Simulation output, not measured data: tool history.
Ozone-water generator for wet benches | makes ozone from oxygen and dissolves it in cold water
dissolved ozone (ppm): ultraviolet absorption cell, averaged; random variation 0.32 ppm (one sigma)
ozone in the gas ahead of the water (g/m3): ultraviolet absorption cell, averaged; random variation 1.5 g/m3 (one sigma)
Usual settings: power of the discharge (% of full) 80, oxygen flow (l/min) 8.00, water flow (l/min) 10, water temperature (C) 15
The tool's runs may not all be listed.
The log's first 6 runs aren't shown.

| run | hour | power of the discharge (% of full) | oxygen flow (l/min) | water flow (l/min) | water temperature (C) | dissolved ozone (ppm) | ozone in the gas ahead of the water (g/m3) |
|---|---|---|---|---|---|---|---|
| 7 | 414.3 | 80 | 8.00 | 10 | 11 | 48.0 | 264.0 |
| 8 | 471.9 | 80 | 8.00 | 10 | 11 | 48.2 | 263.7 |
| 9 | 552.0 | 80 | 8.00 | 10 | 11 | 47.2 | 261.2 |
| 10 | 646.5 | 80 | 8.00 | 10 | 11 | 47.6 | 257.5 |
| 11 | 702.5 | 80 | 8.00 | 10 | 11 | 47.8 | 258.9 |
| 12 | 813.0 | 80 | 8.00 | 10 | 15 | 43.2 | 258.9 |
| 13 | 920.4 | 80 | 8.00 | 10 | 15 | 42.9 | 259.8 |
| 14 | 1011.5 | 80 | 8.00 | 10 | 15 | 43.2 | 258.3 |
| 15 | 1093.6 | 80 | 8.00 | 10 | 15 | 42.9 | 255.0 |
| 16 | 1170.3 | 80 | 4.85 | 10 | 15 | 42.8 | 308.7 |
| 17 | 1265.3 | 69 | 8.00 | 10 | 15 | 39.7 | 237.2 |
| 18 | 1358.0 | 63 | 8.00 | 11 | 15 | 36.0 | 227.0 |
| 19 | 1466.7 | 63 | 8.00 | 11 | 15 | 35.6 | 228.2 |
| 20 | 1540.0 | 70 | 6.56 | 11 | 10 | 41.6 | 252.9 |
| 21 | 1602.1 | 70 | 6.56 | 10 | 13 | 41.4 | 255.7 |
| 22 | 1687.8 | 80 | 8.00 | 15 | 8 | 37.6 | 251.3 |
| 23 | 1804.9 | 80 | 8.00 | 10 | 20 | 37.4 | 251.0 |

The next listed run, before its measurement:
| 24 | 1910.8 | 80 | 8.00 | 10 | 20 | ? | ? |

Run 24 gave dissolved ozone (ppm) 37.6, ozone in the gas ahead of the water (g/m3) 249.3.
Without the tool's hidden state the same run would have given dissolved ozone (ppm) 45.1, ozone in the gas ahead of the water (g/m3) 291.0.
